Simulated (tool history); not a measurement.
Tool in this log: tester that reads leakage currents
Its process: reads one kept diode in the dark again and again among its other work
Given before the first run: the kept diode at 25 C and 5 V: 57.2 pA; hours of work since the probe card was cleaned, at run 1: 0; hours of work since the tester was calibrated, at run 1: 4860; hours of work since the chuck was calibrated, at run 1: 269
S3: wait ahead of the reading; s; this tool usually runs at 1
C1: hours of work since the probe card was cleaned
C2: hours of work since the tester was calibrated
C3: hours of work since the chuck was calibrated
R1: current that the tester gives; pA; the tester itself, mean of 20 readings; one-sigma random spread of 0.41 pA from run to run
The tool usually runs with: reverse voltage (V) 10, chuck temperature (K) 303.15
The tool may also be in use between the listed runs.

run 1 day=0 | reverse_voltage_(V)=10 chuck_temperature_(K)=303.15 S3=1 | C1=0 C2=4860 C3=269 | R1=133.12
run 2 day=4.654 | reverse_voltage_(V)=10 chuck_temperature_(K)=303.15 S3=1 | C1=82 C2=4942 C3=350 | R1=133.89
run 3 day=7.879 | reverse_voltage_(V)=1 chuck_temperature_(K)=303.15 S3=1 | C1=138 C2=4998 C3=407 | R1=36.84
run 4 day=14.971 | reverse_voltage_(V)=1 chuck_temperature_(K)=303.15 S3=1 | C1=263 C2=5123 C3=531 | R1=36.29
run 5 day=19.162 | reverse_voltage_(V)=10 chuck_temperature_(K)=303.15 S3=1 | C1=336 C2=5196 C3=605 | R1=133.24
run 6 day=23.675 | reverse_voltage_(V)=10 chuck_temperature_(K)=303.15 S3=1 | C1=415 C2=5276 C3=684 | R1=132.78
-- day=24.325 tester calibrated
run 7 day=28.179 | reverse_voltage_(V)=10 chuck_temperature_(K)=303.15 S3=1 | C1=493 C2=68 C3=761 | R1=133.4
run 8 day=34.175 | reverse_voltage_(V)=19.9 chuck_temperature_(K)=303.15 S3=0.79 | C1=598 C2=173 C3=867 | R1=200.4

The next listed run, before its measurement:
run 9 day=40.179 | reverse_voltage_(V)=19.9 chuck_temperature_(K)=303.15 S3=0.79 | C1=703 C2=278 C3=972 | R1=?

R1: 201.12 pA
Had the tool carried no hidden state, the very same run would have given R1 202.25 pA.

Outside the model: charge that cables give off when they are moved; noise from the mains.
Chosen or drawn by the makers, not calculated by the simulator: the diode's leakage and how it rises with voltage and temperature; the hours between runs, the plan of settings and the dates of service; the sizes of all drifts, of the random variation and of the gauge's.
